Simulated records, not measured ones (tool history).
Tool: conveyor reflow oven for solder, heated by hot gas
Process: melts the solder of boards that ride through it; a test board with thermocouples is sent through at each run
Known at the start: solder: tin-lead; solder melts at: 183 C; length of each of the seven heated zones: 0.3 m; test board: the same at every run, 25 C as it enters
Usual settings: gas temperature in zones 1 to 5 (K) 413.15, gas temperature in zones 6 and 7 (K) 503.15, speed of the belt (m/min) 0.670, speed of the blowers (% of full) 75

| run | day | gas temperature in zones 1 to 5 (K) | gas temperature in zones 6 and 7 (K) | speed of the belt (m/min) | speed of the blowers (% of full) | highest temperature of the board (K) | time above the solder's melting point (s) |
|---|---|---|---|---|---|---|---|
| 1 | 0.000 | 413.15 | 503.15 | 0.670 | 75 | 481.45 | 34.8 |
| 2 | 0.571 | 400.15 | 503.15 | 0.670 | 75 | 478.45 | 29.2 |
| 3 | 1.021 | 400.15 | 503.15 | 0.670 | 75 | 477.85 | 29.0 |
| 4 | 1.721 | 400.15 | 503.15 | 0.670 | 75 | 477.95 | 28.7 |
| 5 | 2.350 | 400.15 | 503.15 | 0.670 | 75 | 478.25 | 28.7 |
| 6 | 3.092 | 400.15 | 503.15 | 0.670 | 75 | 477.95 | 28.7 |
|  | 3.350 | flux residue cleaned out of gas plates and filters |
| 7 | 3.833 | 400.15 | 503.15 | 0.670 | 75 | 477.35 | 27.7 |
| 8 | 4.604 | 400.15 | 503.15 | 0.670 | 75 | 476.85 | 28.0 |
| 9 | 5.350 | 413.15 | 503.15 | 0.670 | 75 | 480.45 | 33.5 |
| 10 | 5.929 | 405.15 | 503.15 | 0.670 | 70 | 477.25 | 28.6 |
| 11 | 6.708 | 424.15 | 503.15 | 0.692 | 70 | 480.45 | 35.2 |
|  | 7.300 | flux residue cleaned out of gas plates and filters, once more |
| 12 | 7.458 | 424.15 | 503.15 | 0.692 | 70 | 481.45 | 36.7 |
| 13 | 8.254 | 424.15 | 503.15 | 0.692 | 70 | 481.75 | 36.1 |
| 14 | 8.883 | 424.15 | 503.15 | 0.626 | 50 | 480.25 | 38.1 |
| 15 | 9.621 | 400.15 | 503.15 | 0.778 | 81 | 473.45 | 20.7 |
| 16 | 10.071 | 405.15 | 513.15 | 0.752 | 52 | 474.25 | 22.0 |
| 17 | 10.817 | 428.15 | 503.15 | 0.670 | 75 | 484.55 | 41.0 |

3 ways to go on from here, each from the tool as it stands after run 17. What would each give?
| A | 11.546 | 408.15 | 503.15 | 0.670 | 61 | ? | ? |
| B | 11.546 | 428.15 | 509.15 | 0.670 | 75 | ? | ? |
| C | 11.546 | 420.15 | 503.15 | 0.689 | 68 | ? | ? |

| run | highest temperature of the board (K) | time above the solder's melting point (s) |
|---|---|---|
| A | 476.05 | 28.0 |
| B | 489.45 | 44.4 |
| C | 479.95 | 34.1 |
Without the tool's hidden state the same runs would have given:
| run | highest temperature of the board (K) | time above the solder's melting point (s) |
|---|---|---|
| A | 477.35 | 29.0 |
| B | 490.75 | 44.8 |
| C | 481.25 | 34.9 |
